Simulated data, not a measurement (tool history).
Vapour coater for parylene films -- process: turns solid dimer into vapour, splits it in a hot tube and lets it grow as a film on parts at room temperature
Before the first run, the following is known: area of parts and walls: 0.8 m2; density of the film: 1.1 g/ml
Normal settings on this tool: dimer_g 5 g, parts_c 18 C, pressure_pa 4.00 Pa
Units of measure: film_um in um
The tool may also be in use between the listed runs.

run 1 hour=0.0 | dimer_g=5 parts_c=18 pressure_pa=4.00 | film_um=3.07
run 2 hour=7.9 | dimer_g=5 parts_c=17 pressure_pa=4.00 | film_um=3.10
run 3 hour=18.0 | dimer_g=5 parts_c=19 pressure_pa=4.00 | film_um=3.03
run 4 hour=32.4 | dimer_g=5 parts_c=19 pressure_pa=4.00 | film_um=2.99
run 5 hour=46.5 | dimer_g=5 parts_c=18 pressure_pa=8.19 | film_um=2.58
run 6 hour=53.1 | dimer_g=5 parts_c=18 pressure_pa=2.23 | film_um=3.53
run 7 hour=62.9 | dimer_g=5 parts_c=18 pressure_pa=2.23 | film_um=3.55
-- hour=76.9 trap's valve overhauled
run 8 hour=80.8 | dimer_g=5 parts_c=18 pressure_pa=2.23 | film_um=3.57
run 9 hour=87.6 | dimer_g=5 parts_c=18 pressure_pa=2.23 | film_um=3.53
run 10 hour=101.1 | dimer_g=5 parts_c=18 pressure_pa=4.00 | film_um=3.11
run 11 hour=107.6 | dimer_g=5 parts_c=18 pressure_pa=4.00 | film_um=3.08
run 12 hour=113.8 | dimer_g=5 parts_c=18 pressure_pa=4.00 | film_um=3.09
run 13 hour=123.6 | dimer_g=5 parts_c=18 pressure_pa=4.00 | film_um=3.09
run 14 hour=131.5 | dimer_g=5 parts_c=18 pressure_pa=4.00 | film_um=3.11
run 15 hour=145.7 | dimer_g=5 parts_c=18 pressure_pa=4.00 | film_um=3.10
run 16 hour=160.7 | dimer_g=5 parts_c=18 pressure_pa=4.00 | film_um=3.12
run 17 hour=173.3 | dimer_g=5 parts_c=18 pressure_pa=10.65 | film_um=2.47
run 18 hour=182.8 | dimer_g=5 parts_c=18 pressure_pa=10.65 | film_um=2.46
run 19 hour=190.7 | dimer_g=5 parts_c=18 pressure_pa=4.00 | film_um=3.10
run 20 hour=198.2 | dimer_g=5 parts_c=18 pressure_pa=4.00 | film_um=3.12
run 21 hour=212.4 | dimer_g=5 parts_c=18 pressure_pa=4.00 | film_um=3.11
run 22 hour=224.5 | dimer_g=5 parts_c=18 pressure_pa=4.00 | film_um=3.10
run 23 hour=239.3 | dimer_g=5 parts_c=18 pressure_pa=4.00 | film_um=3.10
run 24 hour=250.4 | dimer_g=5 parts_c=18 pressure_pa=4.00 | film_um=3.10
run 25 hour=265.8 | dimer_g=3 parts_c=12 pressure_pa=3.75 | film_um=2.11
run 26 hour=280.2 | dimer_g=7 parts_c=21 pressure_pa=3.75 | film_um=4.22
run 27 hour=289.4 | dimer_g=5 parts_c=23 pressure_pa=4.00 | film_um=2.86
run 28 hour=297.3 | dimer_g=5 parts_c=18 pressure_pa=4.00 | film_um=3.14
run 29 hour=308.9 | dimer_g=6 parts_c=12 pressure_pa=4.00 | film_um=4.13
run 30 hour=319.7 | dimer_g=4 parts_c=12 pressure_pa=3.25 | film_um=2.91
run 31 hour=327.5 | dimer_g=2 parts_c=10 pressure_pa=5.28 | film_um=1.35
run 32 hour=334.3 | dimer_g=2 parts_c=10 pressure_pa=5.28 | film_um=1.36
run 33 hour=342.5 | dimer_g=4 parts_c=18 pressure_pa=3.25 | film_um=2.65
run 34 hour=350.0 | dimer_g=4 parts_c=18 pressure_pa=3.25 | film_um=2.62
run 35 hour=361.5 | dimer_g=5 parts_c=11 pressure_pa=4.00 | film_um=3.54
run 36 hour=371.1 | dimer_g=3 parts_c=16 pressure_pa=2.06 | film_um=2.29
run 37 hour=378.1 | dimer_g=2 parts_c=19 pressure_pa=7.28 | film_um=1.08
run 38 hour=392.1 | dimer_g=8 parts_c=18 pressure_pa=4.00 | film_um=5.04
-- hour=397.9 gauge calibrated
run 39 hour=406.0 | dimer_g=5 parts_c=18 pressure_pa=2.24 | film_um=3.53
-- hour=415.6 trap's valve overhauled
run 40 hour=424.5 | dimer_g=5 parts_c=18 pressure_pa=2.24 | film_um=3.51
run 41 hour=433.7 | dimer_g=5 parts_c=18 pressure_pa=2.24 | film_um=3.54
run 42 hour=443.2 | dimer_g=5 parts_c=18 pressure_pa=2.58 | film_um=3.42
run 43 hour=451.6 | dimer_g=3 parts_c=18 pressure_pa=5.02 | film_um=1.75
run 44 hour=466.1 | dimer_g=3 parts_c=14 pressure_pa=4.35 | film_um=1.94
run 45 hour=476.6 | dimer_g=7 parts_c=21 pressure_pa=2.72 | film_um=4.47
run 46 hour=483.9 | dimer_g=5 parts_c=18 pressure_pa=4.08 | film_um=3.06
run 47 hour=494.2 | dimer_g=6 parts_c=22 pressure_pa=4.08 | film_um=3.45
run 48 hour=500.4 | dimer_g=6 parts_c=18 pressure_pa=4.00 | film_um=3.69

What if the next run were any one of these 3? Each begins from the tool's condition after run 48:
run A hour=508.6 | dimer_g=6 parts_c=15 pressure_pa=4.00 | film_um=?
run B hour=508.6 | dimer_g=6 parts_c=29 pressure_pa=7.91 | film_um=?
run C hour=508.6 | dimer_g=5 parts_c=18 pressure_pa=9.13 | film_um=?

run=A film_um=3.91
run=B film_um=2.60
run=C film_um=2.56
Take away the tool's hidden state, keep each run's random variation, and the runs would have read:
run=A film_um=3.88
run=B film_um=2.58
run=C film_um=2.54

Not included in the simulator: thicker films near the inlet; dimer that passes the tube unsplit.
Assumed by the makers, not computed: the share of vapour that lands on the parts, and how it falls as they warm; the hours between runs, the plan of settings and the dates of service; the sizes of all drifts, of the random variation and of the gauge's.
